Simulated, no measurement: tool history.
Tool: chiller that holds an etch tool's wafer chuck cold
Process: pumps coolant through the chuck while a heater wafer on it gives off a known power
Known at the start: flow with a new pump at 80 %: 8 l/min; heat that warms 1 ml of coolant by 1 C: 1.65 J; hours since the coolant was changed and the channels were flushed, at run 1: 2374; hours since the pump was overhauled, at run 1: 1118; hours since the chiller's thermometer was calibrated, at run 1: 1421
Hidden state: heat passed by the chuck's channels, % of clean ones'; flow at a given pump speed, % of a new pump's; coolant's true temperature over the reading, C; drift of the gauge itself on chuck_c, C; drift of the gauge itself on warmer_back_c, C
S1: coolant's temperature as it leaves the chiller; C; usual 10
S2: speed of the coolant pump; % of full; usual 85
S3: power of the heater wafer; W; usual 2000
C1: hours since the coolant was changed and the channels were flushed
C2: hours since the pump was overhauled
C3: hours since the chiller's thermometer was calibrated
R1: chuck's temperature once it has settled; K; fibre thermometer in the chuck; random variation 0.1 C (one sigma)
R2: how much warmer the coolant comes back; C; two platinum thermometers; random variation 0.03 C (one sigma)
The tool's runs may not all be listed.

Run 1, hour 0: usual settings; C1 2374; C2 1118; C3 1421. Result: R1 307.25 K, R2 8.49 C.
Run 2, hour 22.2: usual settings; C1 2396; C2 1141; C3 1443. Result: R1 307.35 K, R2 8.57 C.
Run 3, hour 50.2: usual settings; C1 2424; C2 1169; C3 1471. Result: R1 307.25 K, R2 8.53 C.
Run 4, hour 79.1: usual settings; C1 2453; C2 1197; C3 1500. Result: R1 307.25 K, R2 8.55 C.
Run 5, hour 111.5: usual settings but S2 66 % of full; C1 2485; C2 1230; C3 1533. Result: R1 312.65 K, R2 11.34 C.
Run 6, hour 133.7: usual settings but S2 66 % of full; C1 2507; C2 1252; C3 1555. Result: R1 312.55 K, R2 11.32 C.
Run 7, hour 166.4: usual settings but S2 66 % of full; C1 2540; C2 1285; C3 1588. Result: R1 312.45 K, R2 11.35 C.
Run 8, hour 191.7: usual settings; C1 2565; C2 1310; C3 1613. Result: R1 307.35 K, R2 8.59 C.
Run 9, hour 212.7: usual settings but S2 69 % of full; C1 2586; C2 1331; C3 1634. Result: R1 311.45 K, R2 10.84 C.
Run 10, hour 244: usual settings but S1 5 C, S2 87 % of full, S3 1437 W; C1 2618; C2 1362; C3 1665. Result: R1 295.05 K, R2 6.05 C.
Run 11, hour 273.4: usual settings but S1 5 C, S2 87 % of full, S3 1437 W; C1 2647; C2 1392; C3 1695. Result: R1 295.25 K, R2 6.04 C.
Run 12, hour 307.4: usual settings but S1 5 C, S2 86 % of full, S3 1010 W; C1 2681; C2 1426; C3 1729. Result: R1 290.25 K, R2 4.34 C.
Run 13, hour 330.2: usual settings but S1 5 C, S2 86 % of full, S3 1010 W; C1 2704; C2 1449; C3 1751. Result: R1 290.25 K, R2 4.32 C.
Run 14, hour 348.7: usual settings but S1 16 C, S2 96 % of full, S3 1245 W; C1 2722; C2 1467; C3 1770. Result: R1 302.85 K, R2 4.74 C.
Run 15, hour 378.5: usual settings but S1 16 C, S2 96 % of full, S3 1245 W; C1 2752; C2 1497; C3 1800. Result: R1 302.85 K, R2 4.79 C.
Run 16, hour 415.4: usual settings but S1 16 C, S2 96 % of full, S3 1245 W; C1 2789; C2 1534; C3 1837. Result: R1 302.95 K, R2 4.78 C.
Run 17, hour 444.5: usual settings but S1 6 C, S2 79 % of full, S3 1453 W; C1 2818; C2 1563; C3 1866. Result: R1 297.65 K, R2 6.92 C.
Run 18, hour 478.6: usual settings but S1 12 C, S2 94 % of full, S3 2057 W; C1 2852; C2 1597; C3 1900. Result: R1 308.05 K, R2 8.01 C.

3 ways to go on from here, each from the tool as it stands after run 18. What would each give?
Run A, hour 502.8: usual settings but S1 1 C, S2 94 % of full, S3 2610 W; C1 2876; C2 1621; C3 1924. Result: R1 ?, R2 ?.
Run B, hour 502.8: usual settings but S1 18 C, S2 94 % of full, S3 1126 W; C1 2876; C2 1621; C3 1924. Result: R1 ?, R2 ?.
Run C, hour 502.8: usual settings but S1 3 C, S2 89 % of full, S3 1179 W; C1 2876; C2 1621; C3 1924. Result: R1 ?, R2 ?.

run      R1     R2
  A  303.45  10.14
  B  303.75   4.47
  C  289.85   5.04
Without the tool's hidden state the same runs would have given:
run      R1    R2
  A  303.35  9.93
  B  303.75  4.27
  C  289.85  4.83
